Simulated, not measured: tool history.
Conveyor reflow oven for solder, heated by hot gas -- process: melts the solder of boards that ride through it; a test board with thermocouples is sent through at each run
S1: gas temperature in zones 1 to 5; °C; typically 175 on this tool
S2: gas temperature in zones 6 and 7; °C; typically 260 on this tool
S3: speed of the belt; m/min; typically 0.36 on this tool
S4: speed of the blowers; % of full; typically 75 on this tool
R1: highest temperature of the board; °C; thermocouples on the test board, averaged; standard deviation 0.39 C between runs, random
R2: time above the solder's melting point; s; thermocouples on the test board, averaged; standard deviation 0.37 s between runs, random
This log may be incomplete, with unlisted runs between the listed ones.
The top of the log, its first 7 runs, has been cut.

run,day,S1,S2,S3,S4,R1,R2
8,2.558,175,260,0.36,75,248.3,87.9
9,3.121,175,260,0.36,75,249,87.6
10,3.588,175,260,0.409,75,245.5,72.3
11,4.038,175,260,0.409,75,245.3,72.1
12,4.604,175,260,0.409,75,244.9,71.8
13,5.162,175,260,0.409,75,245.2,71.4
14,5.467,162,260,0.409,75,243.5,63.3
15,5.912,162,260,0.402,75,244.1,65.6
16,6.321,175,260,0.36,75,247.4,86.8
17,6.817,175,251,0.36,62,238.6,73.3
18,7.162,175,251,0.36,65,237.9,74.3
19,7.721,183,260,0.36,75,249,93.3
# day 7.938: belt drive overhauled, speed set with a stopwatch
20,8.196,176,257,0.299,84,249.9,112
21,8.512,175,260,0.344,54,247.4,88.6
22,8.917,175,265,0.293,75,256.5,121
23,9.183,171,270,0.41,75,253.4,77.7
# day 9.579: belt drive overhauled, speed set with a stopwatch, once more
24,9.888,171,270,0.41,75,253.3,76.4
25,10.462,171,270,0.41,75,252.6,76.9
26,10.875,182,271,0.326,76,260.8,113.3
27,11.188,162,262,0.335,82,250,89.4
28,11.579,171,268,0.372,75,254.9,86.2
29,12.025,165,257,0.351,75,243.9,80.1
30,12.346,175,260,0.425,78,244.2,66.6
31,12.704,173,262,0.332,76,250.9,96.7

Consider 3 possible next runs. They are alternatives, not a sequence: every one starts from the tool as it was left by run 31. What does each give?
A,13.108,175,260,0.415,75,?,?
B,13.108,173,262,0.316,76,?,?
C,13.108,186,260,0.296,52,?,?

run,R1,R2
A,244.6,69
B,252.1,103.7
C,249.3,116.8
What these runs would have given with no unlogged condition in the tool:
run,R1,R2
A,248.8,74.1
B,256.1,108.2
C,252.9,121
